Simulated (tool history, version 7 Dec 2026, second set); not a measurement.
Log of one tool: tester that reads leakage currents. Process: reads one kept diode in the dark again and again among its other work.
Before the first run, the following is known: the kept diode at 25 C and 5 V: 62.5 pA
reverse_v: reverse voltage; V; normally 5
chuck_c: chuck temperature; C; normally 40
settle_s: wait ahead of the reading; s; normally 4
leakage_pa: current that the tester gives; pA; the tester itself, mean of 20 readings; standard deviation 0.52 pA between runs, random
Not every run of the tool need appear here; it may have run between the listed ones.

| run | hour | reverse_v | chuck_c | settle_s | leakage_pa |
|---|---|---|---|---|---|
| 1 | 0 | 5 | 40 | 4 | 214.27 |
| 2 | 51 | 5 | 40 | 4 | 214.71 |
| 3 | 83.2 | 5 | 40 | 4 | 214.72 |
|  | 108.7 | probe card cleaned and baked |
| 4 | 132.7 | 5 | 40 | 4 | 217.15 |
| 5 | 178.7 | 5 | 59 | 4 | 808.25 |
| 6 | 217.9 | 5 | 40 | 4 | 217.25 |
| 7 | 261.3 | 5 | 40 | 4 | 217.79 |
| 8 | 299.3 | 5 | 40 | 4 | 217.62 |
| 9 | 343.5 | 13.76 | 56 | 4 | 940.47 |
|  | 350.4 | probe card cleaned and baked, once more |
| 10 | 394.1 | 4.52 | 37 | 0.66 | 166.47 |

For run 11, what comes out?
| 11 | 420.6 | 7.4 | 38 | 0.35 | ? |

{"run 11": {"leakage_pa": 214.43}}
With the hidden condition absent and the run-to-run variation left alone, this run would have shown leakage_pa 204.58 pA.

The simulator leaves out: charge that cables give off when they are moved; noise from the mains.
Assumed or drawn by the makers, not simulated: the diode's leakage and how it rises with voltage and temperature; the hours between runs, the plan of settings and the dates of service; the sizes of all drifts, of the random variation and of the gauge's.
